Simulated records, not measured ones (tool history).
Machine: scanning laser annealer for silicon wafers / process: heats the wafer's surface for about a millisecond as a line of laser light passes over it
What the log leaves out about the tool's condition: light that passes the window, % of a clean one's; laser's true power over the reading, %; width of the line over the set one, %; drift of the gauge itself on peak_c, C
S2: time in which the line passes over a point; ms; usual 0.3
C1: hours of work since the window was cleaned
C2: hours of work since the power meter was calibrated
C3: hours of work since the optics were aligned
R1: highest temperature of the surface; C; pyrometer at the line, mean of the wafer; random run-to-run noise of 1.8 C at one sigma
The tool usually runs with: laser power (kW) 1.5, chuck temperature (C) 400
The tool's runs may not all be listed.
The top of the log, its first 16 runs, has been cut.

Run 17, hour 1065.6: usual settings; C1 269; C2 2319; C3 1292. Result: R1 1161 C.
Run 18, hour 1108.7: usual settings but S2 0.295 ms; C1 293; C2 2342; C3 1315. Result: R1 1158 C.
Run 19, hour 1167.6: usual settings but chuck temperature (C) 365; C1 324; C2 2374; C3 1347. Result: R1 1128 C.
Run 20, hour 1231.3: usual settings but laser power (kW) 1.278; C1 359; C2 2408; C3 1381. Result: R1 1052 C.
Run 21, hour 1266: usual settings but laser power (kW) 1.433; C1 377; C2 2427; C3 1399. Result: R1 1130 C.
Run 22, hour 1320.8: usual settings but laser power (kW) 1.433, S2 0.225 ms, chuck temperature (C) 406; C1 407; C2 2456; C3 1429. Result: R1 1044 C.
Run 23, hour 1355.4: usual settings but laser power (kW) 1.433, S2 0.225 ms, chuck temperature (C) 406; C1 425; C2 2475; C3 1447. Result: R1 1046 C.
Run 24, hour 1407.9: usual settings but laser power (kW) 1.357, S2 0.359 ms; C1 453; C2 2503; C3 1476. Result: R1 1149 C.
Run 25, hour 1459: usual settings but laser power (kW) 1.495, S2 0.238 ms, chuck temperature (C) 395; C1 481; C2 2531; C3 1503. Result: R1 1077 C.
At hour 1493.6: window over the wafer cleaned.
Run 26, hour 1500.4: usual settings but chuck temperature (C) 431; C1 4; C2 2552; C3 1524. Result: R1 1204 C.
Run 27, hour 1556.1: usual settings but laser power (kW) 1.473, chuck temperature (C) 410; C1 34; C2 2582; C3 1554. Result: R1 1168 C.
Run 28, hour 1621: usual settings but laser power (kW) 1.324, chuck temperature (C) 387; C1 68; C2 2616; C3 1589. Result: R1 1069 C.
Run 29, hour 1704.5: usual settings but S2 0.237 ms, chuck temperature (C) 430; C1 113; C2 2661; C3 1634. Result: R1 1121 C.
At hour 1750.6: optics aligned, line set to its width.
Run 30, hour 1785.4: usual settings but laser power (kW) 1.602, S2 0.258 ms, chuck temperature (C) 426; C1 154; C2 2702; C3 19. Result: R1 1206 C.
Run 31, hour 1841.7: usual settings but laser power (kW) 1.37, S2 0.234 ms, chuck temperature (C) 424; C1 184; C2 2732; C3 49. Result: R1 1062 C.
Run 32, hour 1883.5: usual settings but laser power (kW) 1.291, S2 0.248 ms, chuck temperature (C) 362; C1 207; C2 2755; C3 71. Result: R1 984 C.
Run 33, hour 1924.6: usual settings but laser power (kW) 1.388, S2 0.248 ms, chuck temperature (C) 366; C1 229; C2 2777; C3 93. Result: R1 1029 C.
Run 34, hour 1989.9: usual settings but laser power (kW) 1.388, S2 0.248 ms, chuck temperature (C) 366; C1 264; C2 2812; C3 129. Result: R1 1031 C.
Run 35, hour 2069.9: usual settings but laser power (kW) 1.435, S2 0.248 ms, chuck temperature (C) 379; C1 307; C2 2855; C3 171. Result: R1 1060 C.
Run 36, hour 2133.8: usual settings but laser power (kW) 1.435, S2 0.248 ms, chuck temperature (C) 379; C1 341; C2 2889; C3 206. Result: R1 1060 C.
Run 37, hour 2189.4: usual settings but laser power (kW) 1.604, S2 0.238 ms, chuck temperature (C) 369; C1 371; C2 2919; C3 236. Result: R1 1115 C.
Run 38, hour 2250.8: usual settings but laser power (kW) 1.604, S2 0.238 ms, chuck temperature (C) 369; C1 404; C2 2952; C3 269. Result: R1 1113 C.
Run 39, hour 2285.9: usual settings but chuck temperature (C) 361; C1 423; C2 2971; C3 288. Result: R1 1132 C.

Here are 5 independent what-if runs from the current tool condition. What would each one return?
Run A, hour 2360.6: usual settings but laser power (kW) 1.634, chuck temperature (C) 407; C1 463; C2 3011; C3 328. Result: R1 ?.
Run B, hour 2360.6: usual settings but laser power (kW) 1.327, chuck temperature (C) 403; C1 463; C2 3011; C3 328. Result: R1 ?.
Run C, hour 2360.6: usual settings but laser power (kW) 1.551; C1 463; C2 3011; C3 328. Result: R1 ?.
Run D, hour 2360.6: usual settings but laser power (kW) 1.557, chuck temperature (C) 361; C1 463; C2 3011; C3 328. Result: R1 ?.
Run E, hour 2360.6: usual settings but laser power (kW) 1.337, chuck temperature (C) 438; C1 463; C2 3011; C3 328. Result: R1 ?.

run    R1
  A  1245
  B  1089
  C  1196
  D  1160
  E  1126
Take away the tool's hidden state, keep each run's random variation, and the runs would have read:
run    R1
  A  1257
  B  1099
  C  1208
  D  1171
  E  1136
